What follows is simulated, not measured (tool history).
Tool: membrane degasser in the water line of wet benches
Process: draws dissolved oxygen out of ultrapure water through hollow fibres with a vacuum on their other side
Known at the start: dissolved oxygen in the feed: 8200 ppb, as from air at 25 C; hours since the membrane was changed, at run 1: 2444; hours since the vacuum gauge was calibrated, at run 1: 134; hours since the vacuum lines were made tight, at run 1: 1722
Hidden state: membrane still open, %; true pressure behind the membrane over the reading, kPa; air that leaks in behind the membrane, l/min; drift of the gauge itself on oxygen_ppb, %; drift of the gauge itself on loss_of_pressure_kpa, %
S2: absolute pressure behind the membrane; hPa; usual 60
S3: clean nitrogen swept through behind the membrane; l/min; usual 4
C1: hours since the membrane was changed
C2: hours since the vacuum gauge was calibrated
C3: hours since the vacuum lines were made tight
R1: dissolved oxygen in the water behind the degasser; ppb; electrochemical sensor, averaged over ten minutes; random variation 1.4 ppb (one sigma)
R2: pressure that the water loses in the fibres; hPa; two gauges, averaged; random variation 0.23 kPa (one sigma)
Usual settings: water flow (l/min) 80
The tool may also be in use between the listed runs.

{"run": 1, "hour": 0.0, "water flow (l/min)": 80, "S2": 60, "S3": 4, "C1": 2444, "C2": 134, "C3": 1722, "R1": 135.4, "R2": 586.5}
{"run": 2, "hour": 74.1, "water flow (l/min)": 102, "S2": 60, "S3": 4, "C1": 2518, "C2": 208, "C3": 1796, "R1": 192.4, "R2": 744.8}
{"run": 3, "hour": 198.2, "water flow (l/min)": 80, "S2": 60, "S3": 4, "C1": 2642, "C2": 332, "C3": 1920, "R1": 136.3, "R2": 584.8}
{"run": 4, "hour": 259.3, "water flow (l/min)": 125, "S2": 60, "S3": 4, "C1": 2703, "C2": 394, "C3": 1982, "R1": 282.6, "R2": 911.6}
{"run": 5, "hour": 345.3, "water flow (l/min)": 80, "S2": 60, "S3": 3.01, "C1": 2789, "C2": 480, "C3": 2068, "R1": 168.7, "R2": 584.8}
{"run": 6, "hour": 467.1, "water flow (l/min)": 80, "S2": 60, "S3": 3.01, "C1": 2911, "C2": 601, "C3": 2189, "R1": 172.8, "R2": 586.6}
{"run": 7, "hour": 548.0, "water flow (l/min)": 80, "S2": 60, "S3": 3.01, "C1": 2992, "C2": 682, "C3": 2270, "R1": 173, "R2": 589}
{"run": 8, "hour": 625.9, "water flow (l/min)": 128, "S2": 60, "S3": 4, "C1": 3070, "C2": 760, "C3": 2348, "R1": 305.3, "R2": 942.8}
{"run": 9, "hour": 695.7, "water flow (l/min)": 128, "S2": 60, "S3": 4, "C1": 3140, "C2": 830, "C3": 2418, "R1": 304.1, "R2": 936.2}
{"run": 10, "hour": 792.9, "water flow (l/min)": 128, "S2": 60, "S3": 4, "C1": 3237, "C2": 927, "C3": 2515, "R1": 298.1, "R2": 940.3}
{"run": 11, "hour": 889.2, "water flow (l/min)": 80, "S2": 60, "S3": 4, "C1": 3333, "C2": 1023, "C3": 2611, "R1": 140.6, "R2": 591.9}
{"run": 12, "hour": 1004.6, "water flow (l/min)": 80, "S2": 121.5, "S3": 4, "C1": 3449, "C2": 1139, "C3": 2727, "R1": 399.1, "R2": 592.1}
{"run": 13, "hour": 1126.9, "water flow (l/min)": 80, "S2": 121.5, "S3": 4, "C1": 3571, "C2": 1261, "C3": 2849, "R1": 400.2, "R2": 587.5}
{"run": 14, "hour": 1208.7, "water flow (l/min)": 80, "S2": 60, "S3": 4, "C1": 3653, "C2": 1343, "C3": 2931, "R1": 142.4, "R2": 587}
{"run": 15, "hour": 1331.9, "water flow (l/min)": 80, "S2": 60, "S3": 4, "C1": 3776, "C2": 1466, "C3": 3054, "R1": 141.9, "R2": 592.1}
{"run": 16, "hour": 1393.6, "water flow (l/min)": 80, "S2": 60, "S3": 4, "C1": 3838, "C2": 1528, "C3": 3116, "R1": 141.6, "R2": 591.8}
{"run": 17, "hour": 1465.9, "water flow (l/min)": 70, "S2": 39, "S3": 2.86, "C1": 3910, "C2": 1600, "C3": 3188, "R1": 49.7, "R2": 517.4}
{"run": 18, "hour": 1563.4, "water flow (l/min)": 103, "S2": 39, "S3": 2.34, "C1": 4007, "C2": 1698, "C3": 3286, "R1": 119, "R2": 765.1}
{"run": 19, "hour": 1637.0, "water flow (l/min)": 49, "S2": 60, "S3": 1.93, "C1": 4081, "C2": 1771, "C3": 3359, "R1": 160, "R2": 363}
{"run": 20, "hour": 1706.0, "water flow (l/min)": 49, "S2": 60, "S3": 1.93, "C1": 4150, "C2": 1840, "C3": 3428, "R1": 157.4, "R2": 363.1}
{"hour": 1714.9, "done": "vacuum gauge calibrated"}
{"run": 21, "hour": 1775.9, "water flow (l/min)": 63, "S2": 36.5, "S3": 2.57, "C1": 4219, "C2": 61, "C3": 3498, "R1": 38.7, "R2": 469.7}
{"run": 22, "hour": 1848.3, "water flow (l/min)": 80, "S2": 49, "S3": 4, "C1": 4292, "C2": 133, "C3": 3570, "R1": 100.9, "R2": 590.2}

The next listed run, before its measurement:
{"run": 23, "hour": 1953.5, "water flow (l/min)": 80, "S2": 49, "S3": 4, "C1": 4397, "C2": 239, "C3": 3675, "R1": "?", "R2": "?"}

{"run 23": {"R1": 99, "R2": 589.1}}
Without the tool's hidden state the same run would have given R1 86.1 ppb, R2 571.2 hPa.

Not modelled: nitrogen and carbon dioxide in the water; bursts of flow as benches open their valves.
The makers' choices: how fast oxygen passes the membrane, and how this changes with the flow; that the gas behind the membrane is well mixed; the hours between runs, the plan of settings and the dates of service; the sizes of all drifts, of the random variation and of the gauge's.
